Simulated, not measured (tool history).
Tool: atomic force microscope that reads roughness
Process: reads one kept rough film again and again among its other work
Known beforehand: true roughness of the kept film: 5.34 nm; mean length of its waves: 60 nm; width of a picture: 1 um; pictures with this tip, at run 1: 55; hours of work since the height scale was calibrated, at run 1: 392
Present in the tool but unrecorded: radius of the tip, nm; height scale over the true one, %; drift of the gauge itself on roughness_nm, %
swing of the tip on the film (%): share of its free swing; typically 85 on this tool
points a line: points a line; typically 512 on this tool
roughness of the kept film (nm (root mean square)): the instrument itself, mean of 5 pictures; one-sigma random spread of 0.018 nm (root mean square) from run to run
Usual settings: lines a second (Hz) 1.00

run   hour  lines a second (Hz)  swing of the tip on the film (%)  points a line  pictures with this tip  hours of work since the height scale was calibrated  roughness of the kept film (nm (root mean square))
  1    0.0                 1.00                                85            512                      55                                                  392                                               4.197
  2   14.3                 1.00                                85            512                      83                                                  400                                               4.066
      16.4  -- new tip fitted
  3   34.2                 1.00                                85            512                      34                                                  411                                               4.321
  4   44.5                 1.00                                85            512                      53                                                  417                                               4.186
  5   58.3                 1.00                                85            512                      80                                                  425                                               4.096
      61.0  -- new tip fitted
  6   70.5                 1.00                                85            512                      18                                                  432                                               4.399
  7   87.6                 1.00                                85            512                      50                                                  442                                               4.232
  8  104.2                 1.00                                85            512                      82                                                  451                                               4.060
     106.2  -- new tip fitted
  9  114.4                 1.26                                85            512                      15                                                  457                                               4.310
 10  130.2                 1.26                                85            512                      46                                                  466                                               4.095
 11  142.5                 1.26                                85            512                      69                                                  473                                               3.925
     151.5  -- new tip fitted
 12  153.0                 1.26                                85            512                       3                                                  479                                               4.363
 13  166.7                 3.06                                85            327                      29                                                  486                                               3.463
 14  182.6                 3.06                                85            327                      59                                                  496                                               3.334
     195.9  -- new tip fitted
 15  197.2                 2.78                                86            327                       2                                                  504                                               3.666
 16  214.6                 1.42                                62            347                      35                                                  514                                               4.655
 17  230.9                 3.67                                85            682                      66                                                  523                                               3.153
 18  239.2                 2.50                                81            657                      82                                                  528                                               3.603
     241.2  -- new tip fitted
 19  256.2                 2.50                                63            457                      29                                                  537                                               4.444
 20  266.1                 2.50                                63            457                      47                                                  543                                               4.346
 21  274.3                 2.50                                63            457                      63                                                  548                                               4.274

Branching from run 21: 4 alternative next runs. What would each branch give?
     286.3  -- new tip fitted
  A  290.3                 2.11                                85            512                       8                                                  557                                                   ?
     286.3  -- new tip fitted
  B  290.3                 1.65                                85            512                       8                                                  557                                                   ?
     286.3  -- new tip fitted
  C  290.3                 2.50                                74            688                       8                                                  557                                                   ?
     286.3  -- new tip fitted
  D  290.3                 2.50                                77            457                       8                                                  557                                                   ?

run  roughness of the kept film (nm (root mean square))
  A                                               3.950
  B                                               4.137
  C                                               4.249
  D                                               4.138
Stripped of hidden state, with their random variation kept, the same runs would have yielded:
run  roughness of the kept film (nm (root mean square))
  A                                               3.980
  B                                               4.168
  C                                               4.281
  D                                               4.169
